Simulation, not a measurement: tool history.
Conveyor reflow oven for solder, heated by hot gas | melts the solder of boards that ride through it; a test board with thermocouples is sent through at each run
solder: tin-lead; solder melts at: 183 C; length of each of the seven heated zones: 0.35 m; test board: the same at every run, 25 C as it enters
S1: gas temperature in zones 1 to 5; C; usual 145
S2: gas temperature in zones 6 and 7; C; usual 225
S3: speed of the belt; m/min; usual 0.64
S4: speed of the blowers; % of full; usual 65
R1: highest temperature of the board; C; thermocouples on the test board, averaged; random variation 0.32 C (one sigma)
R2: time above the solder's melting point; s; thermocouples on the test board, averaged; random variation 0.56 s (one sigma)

run 1 hour=0 | S1=145 S2=225 S3=0.64 S4=65 | R1=206.9 R2=41.5
run 2 hour=11.2 | S1=145 S2=213 S3=0.64 S4=65 | R1=197.4 R2=29.8
run 3 hour=20.8 | S1=145 S2=213 S3=0.64 S4=65 | R1=196.6 R2=31.3
run 4 hour=33.2 | S1=144 S2=225 S3=0.64 S4=65 | R1=206.1 R2=41.1
run 5 hour=39.2 | S1=144 S2=225 S3=0.64 S4=65 | R1=206.1 R2=40.4
run 6 hour=47.2 | S1=145 S2=225 S3=0.64 S4=80 | R1=211.3 R2=46.4
run 7 hour=55.1 | S1=145 S2=225 S3=0.64 S4=88 | R1=213 R2=48.2
run 8 hour=66.7 | S1=145 S2=225 S3=0.64 S4=88 | R1=212.6 R2=48.9
run 9 hour=73.3 | S1=145 S2=225 S3=0.64 S4=58 | R1=204 R2=37.5
run 10 hour=81.2 | S1=145 S2=225 S3=0.64 S4=58 | R1=203.4 R2=37.1
run 11 hour=92.6 | S1=145 S2=225 S3=0.64 S4=58 | R1=204 R2=37.7
run 12 hour=105.5 | S1=151 S2=225 S3=0.64 S4=65 | R1=207.9 R2=44.4
run 13 hour=114.1 | S1=139 S2=225 S3=0.545 S4=65 | R1=210.3 R2=50.9
run 14 hour=120.8 | S1=139 S2=225 S3=0.621 S4=59 | R1=203.8 R2=37.1
run 15 hour=133.6 | S1=139 S2=225 S3=0.621 S4=59 | R1=203.3 R2=37.1
run 16 hour=141.6 | S1=139 S2=225 S3=0.621 S4=59 | R1=204 R2=36.5
run 17 hour=147.6 | S1=135 S2=225 S3=0.64 S4=65 | R1=204.3 R2=35.4
run 18 hour=155.4 | S1=145 S2=225 S3=0.765 S4=65 | R1=199.2 R2=25.9
run 19 hour=166.9 | S1=145 S2=225 S3=0.765 S4=65 | R1=199 R2=25.8

Forecast each of these 5 alternatives for the next run:
run A hour=177.6 | S1=145 S2=220 S3=0.569 S4=61 | R1=? R2=?
run B hour=177.6 | S1=145 S2=238 S3=0.64 S4=85 | R1=? R2=?
run C hour=177.6 | S1=145 S2=240 S3=0.615 S4=65 | R1=? R2=?
run D hour=177.6 | S1=145 S2=220 S3=0.765 S4=65 | R1=? R2=?
run E hour=177.6 | S1=144 S2=225 S3=0.598 S4=55 | R1=? R2=?

run=A R1=204.9 R2=44.8
run=B R1=223 R2=54
run=C R1=220.1 R2=54.7
run=D R1=195.6 R2=21.4
run=E R1=204.6 R2=41.4
Without the tool's hidden state the same runs would have given:
run=A R1=204.5 R2=45
run=B R1=223.3 R2=54.4
run=C R1=220.2 R2=55
run=D R1=196.2 R2=22.7
run=E R1=204.4 R2=41.6

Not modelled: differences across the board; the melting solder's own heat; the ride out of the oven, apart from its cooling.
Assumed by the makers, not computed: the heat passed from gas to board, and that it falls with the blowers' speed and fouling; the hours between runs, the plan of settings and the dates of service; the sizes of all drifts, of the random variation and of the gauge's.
